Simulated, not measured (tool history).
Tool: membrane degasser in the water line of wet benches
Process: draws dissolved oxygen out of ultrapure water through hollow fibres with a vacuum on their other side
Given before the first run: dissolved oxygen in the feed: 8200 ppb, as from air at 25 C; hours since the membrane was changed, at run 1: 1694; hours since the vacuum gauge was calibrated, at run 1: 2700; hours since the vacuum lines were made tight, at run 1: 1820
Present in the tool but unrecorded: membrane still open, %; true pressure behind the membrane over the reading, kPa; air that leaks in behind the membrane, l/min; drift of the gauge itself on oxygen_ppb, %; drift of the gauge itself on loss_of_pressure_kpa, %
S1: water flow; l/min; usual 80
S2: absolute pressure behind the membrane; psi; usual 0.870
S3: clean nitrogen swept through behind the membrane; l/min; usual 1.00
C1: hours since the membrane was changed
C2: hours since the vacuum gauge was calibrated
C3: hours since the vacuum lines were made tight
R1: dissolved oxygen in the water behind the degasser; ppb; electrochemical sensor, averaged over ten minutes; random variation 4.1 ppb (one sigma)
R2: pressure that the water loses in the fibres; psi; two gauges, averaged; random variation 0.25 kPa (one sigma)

Run 1, hour 0.0: usual settings; C1 1694; C2 2700; C3 1820. Result: R1 412.9 ppb, R2 9.807 psi.
Run 2, hour 65.2: usual settings; C1 1759; C2 2765; C3 1885. Result: R1 406.4 ppb, R2 9.834 psi.
Run 3, hour 126.7: usual settings but S1 81 l/min; C1 1820; C2 2827; C3 1946. Result: R1 415.5 ppb, R2 9.841 psi.
Run 4, hour 179.8: usual settings but S1 81 l/min; C1 1874; C2 2880; C3 1999. Result: R1 413.4 ppb, R2 9.841 psi.
Run 5, hour 233.9: usual settings but S1 79 l/min; C1 1928; C2 2934; C3 2053. Result: R1 403.1 ppb, R2 9.638 psi.
Run 6, hour 285.6: usual settings but S2 0.825 psi; C1 1979; C2 2986; C3 2105. Result: R1 369.6 ppb, R2 9.810 psi.
Run 7, hour 359.3: usual settings but S2 0.825 psi; C1 2053; C2 3060; C3 2179. Result: R1 370.6 ppb, R2 9.664 psi.
Run 8, hour 400.0: usual settings but S2 0.679 psi; C1 2094; C2 3100; C3 2220. Result: R1 241.6 ppb, R2 9.754 psi.
Run 9, hour 491.2: usual settings but S2 0.679 psi; C1 2185; C2 3192; C3 2311. Result: R1 245.7 ppb, R2 9.674 psi.
Run 10, hour 580.9: usual settings but S2 0.679 psi; C1 2275; C2 3281; C3 2400. Result: R1 240.9 ppb, R2 9.718 psi.
Run 11, hour 619.6: usual settings; C1 2313; C2 3320; C3 2439. Result: R1 404.5 ppb, R2 9.594 psi.
Run 12, hour 665.3: usual settings; C1 2359; C2 3366; C3 2485. Result: R1 410.1 ppb, R2 9.665 psi.
Run 13, hour 747.5: usual settings; C1 2441; C2 3448; C3 2567. Result: R1 413.0 ppb, R2 9.736 psi.
Run 14, hour 820.3: usual settings; C1 2514; C2 3521; C3 2640. Result: R1 401.4 ppb, R2 9.716 psi.
Run 15, hour 873.1: usual settings; C1 2567; C2 3573; C3 2693. Result: R1 407.4 ppb, R2 9.664 psi.
Run 16, hour 914.4: usual settings; C1 2608; C2 3615; C3 2734. Result: R1 402.5 ppb, R2 9.642 psi.
Run 17, hour 966.2: usual settings; C1 2660; C2 3667; C3 2786. Result: R1 410.4 ppb, R2 9.700 psi.
Run 18, hour 1025.0: usual settings but S1 122 l/min, S2 0.603 psi, S3 0.84 l/min; C1 2719; C2 3725; C3 2845. Result: R1 397.0 ppb, R2 14.743 psi.
Run 19, hour 1113.1: usual settings but S1 122 l/min, S2 0.603 psi, S3 0.84 l/min; C1 2807; C2 3813; C3 2933. Result: R1 393.3 ppb, R2 14.634 psi.
Run 20, hour 1175.3: usual settings but S1 100 l/min, S2 1.466 psi, S3 2.63 l/min; C1 2869; C2 3876; C3 2995. Result: R1 603.3 ppb, R2 12.037 psi.
At hour 1226.7: seals of the vacuum lines changed.
Run 21, hour 1236.4: usual settings but S1 100 l/min, S2 1.466 psi, S3 2.63 l/min; C1 2928; C2 3935; C3 10. Result: R1 615.6 ppb, R2 12.079 psi.
Run 22, hour 1316.9: usual settings but S1 66 l/min, S2 0.563 psi, S3 0.50 l/min; C1 3009; C2 4015; C3 90. Result: R1 143.0 ppb, R2 7.903 psi.
Run 23, hour 1371.9: usual settings but S1 49 l/min, S2 0.563 psi, S3 0.60 l/min; C1 3064; C2 4070; C3 145. Result: R1 96.6 ppb, R2 5.913 psi.
Run 24, hour 1444.5: usual settings but S1 123 l/min; C1 3136; C2 4143; C3 218. Result: R1 679.0 ppb, R2 14.810 psi.
Run 25, hour 1519.7: usual settings but S1 59 l/min, S2 0.853 psi, S3 0.65 l/min; C1 3211; C2 4218; C3 293. Result: R1 386.7 ppb, R2 7.095 psi.
Run 26, hour 1561.3: usual settings but S3 0.45 l/min; C1 3253; C2 4260; C3 335. Result: R1 611.6 ppb, R2 9.657 psi.
Run 27, hour 1633.2: usual settings but S1 61 l/min, S2 1.182 psi, S3 0.83 l/min; C1 3325; C2 4331; C3 406. Result: R1 602.0 ppb, R2 7.335 psi.
Run 28, hour 1690.6: usual settings but S1 52 l/min, S2 2.025 psi, S3 1.50 l/min; C1 3382; C2 4389; C3 464. Result: R1 721.0 ppb, R2 6.163 psi.
Run 29, hour 1746.8: usual settings but S1 57 l/min, S2 1.768 psi, S3 2.29 l/min; C1 3439; C2 4445; C3 520. Result: R1 467.2 ppb, R2 6.812 psi.
Run 30, hour 1805.3: usual settings but S1 77 l/min, S2 1.302 psi, S3 1.12 l/min; C1 3497; C2 4504; C3 579. Result: R1 704.9 ppb, R2 9.243 psi.
At hour 1875.4: gauge calibrated.
Run 31, hour 1878.8: usual settings but S1 77 l/min, S2 0.925 psi, S3 0.65 l/min; C1 3570; C2 4577; C3 652. Result: R1 553.0 ppb, R2 9.478 psi.
Run 32, hour 1956.3: usual settings but S1 116 l/min, S3 1.93 l/min; C1 3648; C2 4655; C3 730. Result: R1 463.5 ppb, R2 14.163 psi.
Run 33, hour 2038.6: usual settings but S1 116 l/min, S3 1.93 l/min; C1 3730; C2 4737; C3 812. Result: R1 485.6 ppb, R2 14.111 psi.

Below are 3 alternative next runs, each starting from the tool's condition after run 33. Predict each:
Run A, hour 2118.5: usual settings but S1 116 l/min, S3 2.03 l/min; C1 3810; C2 4817; C3 892. Result: R1 ?, R2 ?.
Run B, hour 2118.5: usual settings but S1 83 l/min, S2 0.809 psi, S3 1.93 l/min; C1 3810; C2 4817; C3 892. Result: R1 ?, R2 ?.
Run C, hour 2118.5: usual settings but S2 1.036 psi, S3 2.40 l/min; C1 3810; C2 4817; C3 892. Result: R1 ?, R2 ?.

run     R1      R2
  A  470.2  14.167
  B  254.0  10.109
  C  315.5   9.718
Had the tool no hidden state, the same runs would have come out as:
run     R1      R2
  A  469.7  14.201
  B  253.7  10.132
  C  315.2   9.739
